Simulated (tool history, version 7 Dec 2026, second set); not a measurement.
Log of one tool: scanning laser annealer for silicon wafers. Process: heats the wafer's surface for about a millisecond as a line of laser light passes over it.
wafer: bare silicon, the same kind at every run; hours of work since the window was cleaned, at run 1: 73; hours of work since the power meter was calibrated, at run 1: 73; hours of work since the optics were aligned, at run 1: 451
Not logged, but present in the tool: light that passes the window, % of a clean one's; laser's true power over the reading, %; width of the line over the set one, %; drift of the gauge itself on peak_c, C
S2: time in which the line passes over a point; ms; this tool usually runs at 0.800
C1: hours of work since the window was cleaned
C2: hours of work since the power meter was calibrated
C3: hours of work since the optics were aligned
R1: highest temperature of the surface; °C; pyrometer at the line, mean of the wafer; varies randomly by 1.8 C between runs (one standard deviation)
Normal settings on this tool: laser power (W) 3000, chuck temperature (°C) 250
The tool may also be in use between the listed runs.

{"run": 1, "day": 0.0, "laser power (W)": 3000, "S2": 0.8, "chuck temperature (°C)": 250, "C1": 73, "C2": 73, "C3": 451, "R1": 1080}
{"run": 2, "day": 0.308, "laser power (W)": 3000, "S2": 0.8, "chuck temperature (°C)": 261, "C1": 77, "C2": 77, "C3": 455, "R1": 1093}
{"run": 3, "day": 0.708, "laser power (W)": 3125, "S2": 0.8, "chuck temperature (°C)": 261, "C1": 82, "C2": 82, "C3": 461, "R1": 1125}
{"run": 4, "day": 1.038, "laser power (W)": 3125, "S2": 0.8, "chuck temperature (°C)": 261, "C1": 87, "C2": 87, "C3": 465, "R1": 1124}
{"run": 5, "day": 1.371, "laser power (W)": 3125, "S2": 0.8, "chuck temperature (°C)": 261, "C1": 91, "C2": 91, "C3": 470, "R1": 1126}
{"run": 6, "day": 1.717, "laser power (W)": 2667, "S2": 0.8, "chuck temperature (°C)": 250, "C1": 96, "C2": 96, "C3": 474, "R1": 987}
{"run": 7, "day": 2.0, "laser power (W)": 2667, "S2": 0.8, "chuck temperature (°C)": 250, "C1": 100, "C2": 100, "C3": 478, "R1": 986}
{"run": 8, "day": 2.338, "laser power (W)": 2667, "S2": 0.8, "chuck temperature (°C)": 250, "C1": 104, "C2": 104, "C3": 483, "R1": 985}
{"run": 9, "day": 2.742, "laser power (W)": 3000, "S2": 0.8, "chuck temperature (°C)": 276, "C1": 110, "C2": 110, "C3": 488, "R1": 1108}
{"run": 10, "day": 3.058, "laser power (W)": 3000, "S2": 0.838, "chuck temperature (°C)": 250, "C1": 114, "C2": 114, "C3": 492, "R1": 1098}
{"run": 11, "day": 3.258, "laser power (W)": 3000, "S2": 0.8, "chuck temperature (°C)": 250, "C1": 116, "C2": 116, "C3": 495, "R1": 1078}
{"run": 12, "day": 3.458, "laser power (W)": 3000, "S2": 0.8, "chuck temperature (°C)": 239, "C1": 119, "C2": 119, "C3": 498, "R1": 1069}
{"run": 13, "day": 3.779, "laser power (W)": 3000, "S2": 0.577, "chuck temperature (°C)": 239, "C1": 123, "C2": 123, "C3": 502, "R1": 953}
{"run": 14, "day": 4.004, "laser power (W)": 3000, "S2": 0.577, "chuck temperature (°C)": 239, "C1": 126, "C2": 126, "C3": 505, "R1": 953}
{"run": 15, "day": 4.296, "laser power (W)": 3000, "S2": 0.577, "chuck temperature (°C)": 239, "C1": 130, "C2": 130, "C3": 509, "R1": 950}
{"run": 16, "day": 4.725, "laser power (W)": 3000, "S2": 0.577, "chuck temperature (°C)": 239, "C1": 136, "C2": 136, "C3": 515, "R1": 950}
{"run": 17, "day": 5.017, "laser power (W)": 3268, "S2": 0.584, "chuck temperature (°C)": 256, "C1": 140, "C2": 140, "C3": 519, "R1": 1037}
{"run": 18, "day": 5.192, "laser power (W)": 3198, "S2": 0.584, "chuck temperature (°C)": 243, "C1": 142, "C2": 142, "C3": 521, "R1": 1005}
{"run": 19, "day": 5.5, "laser power (W)": 3262, "S2": 0.853, "chuck temperature (°C)": 251, "C1": 146, "C2": 146, "C3": 525, "R1": 1182}
{"run": 20, "day": 5.933, "laser power (W)": 3007, "S2": 0.564, "chuck temperature (°C)": 255, "C1": 152, "C2": 152, "C3": 531, "R1": 959}
{"run": 21, "day": 6.188, "laser power (W)": 3000, "S2": 0.592, "chuck temperature (°C)": 250, "C1": 156, "C2": 156, "C3": 534, "R1": 970}
{"run": 22, "day": 6.45, "laser power (W)": 3159, "S2": 0.735, "chuck temperature (°C)": 220, "C1": 159, "C2": 159, "C3": 538, "R1": 1062}
{"run": 23, "day": 6.875, "laser power (W)": 3219, "S2": 0.735, "chuck temperature (°C)": 234, "C1": 165, "C2": 165, "C3": 543, "R1": 1092}
{"run": 24, "day": 7.117, "laser power (W)": 3101, "S2": 0.571, "chuck temperature (°C)": 249, "C1": 168, "C2": 168, "C3": 547, "R1": 983}
{"run": 25, "day": 7.542, "laser power (W)": 3101, "S2": 0.571, "chuck temperature (°C)": 249, "C1": 174, "C2": 174, "C3": 552, "R1": 982}
{"run": 26, "day": 7.9, "laser power (W)": 3101, "S2": 0.655, "chuck temperature (°C)": 260, "C1": 179, "C2": 179, "C3": 557, "R1": 1040}
{"run": 27, "day": 8.079, "laser power (W)": 3101, "S2": 0.655, "chuck temperature (°C)": 260, "C1": 181, "C2": 181, "C3": 560, "R1": 1040}
{"run": 28, "day": 8.417, "laser power (W)": 2571, "S2": 0.8, "chuck temperature (°C)": 250, "C1": 186, "C2": 186, "C3": 564, "R1": 959}

Expected results for the next run?
{"run": 29, "day": 8.796, "laser power (W)": 2950, "S2": 0.638, "chuck temperature (°C)": 218, "C1": 191, "C2": 191, "C3": 569, "R1": "?"}

Run 29 measured R1 954 °C.
The same run, on a tool lacking any hidden state, would have yielded R1 954 °C.

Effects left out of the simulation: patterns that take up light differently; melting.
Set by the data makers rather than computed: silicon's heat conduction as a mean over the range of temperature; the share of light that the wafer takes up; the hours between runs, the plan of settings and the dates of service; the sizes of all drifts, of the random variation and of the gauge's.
